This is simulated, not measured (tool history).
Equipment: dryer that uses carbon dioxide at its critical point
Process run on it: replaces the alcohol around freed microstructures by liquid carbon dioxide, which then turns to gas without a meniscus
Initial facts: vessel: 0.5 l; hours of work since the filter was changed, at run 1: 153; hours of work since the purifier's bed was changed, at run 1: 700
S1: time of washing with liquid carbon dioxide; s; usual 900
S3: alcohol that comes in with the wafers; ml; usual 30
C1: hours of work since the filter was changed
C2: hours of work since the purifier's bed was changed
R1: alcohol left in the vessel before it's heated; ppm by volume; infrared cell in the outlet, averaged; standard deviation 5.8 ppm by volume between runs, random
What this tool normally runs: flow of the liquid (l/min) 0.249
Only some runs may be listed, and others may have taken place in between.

Run 1, hour 0.0: usual settings; C1 153; C2 700. Result: R1 445 ppm by volume.
Run 2, hour 40.2: usual settings but flow of the liquid (l/min) 0.385; C1 168; C2 715. Result: R1 155 ppm by volume.
Run 3, hour 94.1: usual settings but S1 540 s; C1 188; C2 735. Result: R1 2897 ppm by volume.
Run 4, hour 150.6: usual settings but S1 540 s; C1 209; C2 756. Result: R1 3035 ppm by volume.
Run 5, hour 184.4: usual settings but S1 540 s; C1 222; C2 769. Result: R1 3004 ppm by volume.
Run 6, hour 217.2: usual settings but flow of the liquid (l/min) 0.380; C1 234; C2 781. Result: R1 176 ppm by volume.
At hour 240.0: inlet filter changed.
Run 7, hour 245.2: usual settings; C1 2; C2 791. Result: R1 352 ppm by volume.
Run 8, hour 297.3: usual settings; C1 21; C2 811. Result: R1 364 ppm by volume.
Run 9, hour 338.6: usual settings; C1 37; C2 826. Result: R1 379 ppm by volume.
Run 10, hour 392.3: usual settings; C1 57; C2 846. Result: R1 421 ppm by volume.
Run 11, hour 433.2: usual settings but flow of the liquid (l/min) 0.282; C1 72; C2 861. Result: R1 279 ppm by volume.
Run 12, hour 473.5: usual settings but flow of the liquid (l/min) 0.282; C1 87; C2 876. Result: R1 287 ppm by volume.
Run 13, hour 527.2: usual settings but flow of the liquid (l/min) 0.282; C1 107; C2 896. Result: R1 301 ppm by volume.
Run 14, hour 573.5: usual settings but flow of the liquid (l/min) 0.359; C1 124; C2 913. Result: R1 196 ppm by volume.
Run 15, hour 613.9: usual settings but flow of the liquid (l/min) 0.359; C1 139; C2 928. Result: R1 203 ppm by volume.
Run 16, hour 654.3: usual settings but S1 660 s; C1 154; C2 944. Result: R1 1531 ppm by volume.
Run 17, hour 709.3: usual settings but S1 660 s, S3 31 ml; C1 175; C2 964. Result: R1 1613 ppm by volume.
Run 18, hour 761.1: usual settings; C1 194; C2 983. Result: R1 550 ppm by volume.
At hour 806.3: purifier's bed changed.
Run 19, hour 807.0: usual settings but flow of the liquid (l/min) 0.174; C1 210; C2 0. Result: R1 1933 ppm by volume.
Run 20, hour 865.7: usual settings but flow of the liquid (l/min) 0.174; C1 232; C2 22. Result: R1 2006 ppm by volume.
At hour 896.0: inlet filter changed.
Run 21, hour 903.5: usual settings but flow of the liquid (l/min) 0.174; C1 3; C2 36. Result: R1 1214 ppm by volume.
Run 22, hour 961.2: usual settings; C1 24; C2 57. Result: R1 226 ppm by volume.
Run 23, hour 1004.3: usual settings but S1 1440 s, S3 23 ml; C1 40; C2 73. Result: R1 10 ppm by volume.
Run 24, hour 1063.9: usual settings but flow of the liquid (l/min) 0.328, S3 26 ml; C1 62; C2 95. Result: R1 49 ppm by volume.
Run 25, hour 1114.5: usual settings but S1 1080 s, flow of the liquid (l/min) 0.215, S3 106 ml; C1 81; C2 114. Result: R1 779 ppm by volume.
Run 26, hour 1161.9: usual settings but S1 660 s, flow of the liquid (l/min) 0.179, S3 90 ml; C1 99; C2 132. Result: R1 11009 ppm by volume.
Run 27, hour 1191.5: usual settings but S1 660 s, flow of the liquid (l/min) 0.179, S3 90 ml; C1 110; C2 143. Result: R1 10992 ppm by volume.
Run 28, hour 1245.3: usual settings but S1 660 s, flow of the liquid (l/min) 0.179, S3 90 ml; C1 130; C2 163. Result: R1 11112 ppm by volume.
Run 29, hour 1287.9: usual settings but S1 1260 s, flow of the liquid (l/min) 0.341, S3 35 ml; C1 146; C2 179. Result: R1 29 ppm by volume.
Run 30, hour 1317.5: usual settings but S1 1260 s, flow of the liquid (l/min) 0.258, S3 111 ml; C1 157; C2 190. Result: R1 135 ppm by volume.
Run 31, hour 1368.6: usual settings but S1 1260 s, flow of the liquid (l/min) 0.258, S3 111 ml; C1 176; C2 209. Result: R1 152 ppm by volume.
Run 32, hour 1396.6: usual settings but flow of the liquid (l/min) 0.222, S3 106 ml; C1 186; C2 219. Result: R1 2201 ppm by volume.
Run 33, hour 1450.9: usual settings but flow of the liquid (l/min) 0.222, S3 106 ml; C1 206; C2 239. Result: R1 2309 ppm by volume.
Run 34, hour 1490.5: usual settings but flow of the liquid (l/min) 0.222, S3 106 ml; C1 221; C2 254. Result: R1 2436 ppm by volume.
Run 35, hour 1541.5: usual settings but flow of the liquid (l/min) 0.222, S3 106 ml; C1 240; C2 273. Result: R1 2562 ppm by volume.
At hour 1549.6: inlet filter changed.
Run 36, hour 1585.5: usual settings but flow of the liquid (l/min) 0.418, S3 25 ml; C1 13; C2 289. Result: R1 57 ppm by volume.
Run 37, hour 1639.0: usual settings but flow of the liquid (l/min) 0.418, S3 25 ml; C1 33; C2 309. Result: R1 54 ppm by volume.
Run 38, hour 1684.6: usual settings but flow of the liquid (l/min) 0.418, S3 25 ml; C1 50; C2 326. Result: R1 72 ppm by volume.
Run 39, hour 1715.7: usual settings but S1 660 s, S3 68 ml; C1 62; C2 338. Result: R1 2359 ppm by volume.
Run 40, hour 1765.6: usual settings but S1 1080 s, flow of the liquid (l/min) 0.231; C1 80; C2 356. Result: R1 199 ppm by volume.
Run 41, hour 1808.6: usual settings but flow of the liquid (l/min) 0.172, S3 22 ml; C1 96; C2 372. Result: R1 1159 ppm by volume.
Run 42, hour 1846.2: usual settings but S1 1200 s, flow of the liquid (l/min) 0.220, S3 22 ml; C1 110; C2 386. Result: R1 147 ppm by volume.
Run 43, hour 1892.4: usual settings but S1 1200 s, flow of the liquid (l/min) 0.220, S3 22 ml; C1 128; C2 403. Result: R1 161 ppm by volume.

What if the next run were any one of these 5? Each begins from the tool's condition after run 43:
Run A, hour 1950.9: usual settings but S1 1380 s, flow of the liquid (l/min) 0.250, S3 83 ml; C1 149; C2 425. Result: R1 ?.
Run B, hour 1950.9: usual settings but S3 78 ml; C1 149; C2 425. Result: R1 ?.
Run C, hour 1950.9: usual settings but S1 1080 s, flow of the liquid (l/min) 0.389, S3 34 ml; C1 149; C2 425. Result: R1 ?.
Run D, hour 1950.9: usual settings but S1 600 s, flow of the liquid (l/min) 0.388, S3 102 ml; C1 149; C2 425. Result: R1 ?.
Run E, hour 1950.9: usual settings but S1 1020 s, flow of the liquid (l/min) 0.215, S3 94 ml; C1 149; C2 425. Result: R1 ?.

run    R1
  A   121
  B   864
  C    80
  D   787
  E  1143
Had the tool no hidden state, the same runs would have come out as:
run   R1
  A   25
  B  510
  C    6
  D  444
  E  699
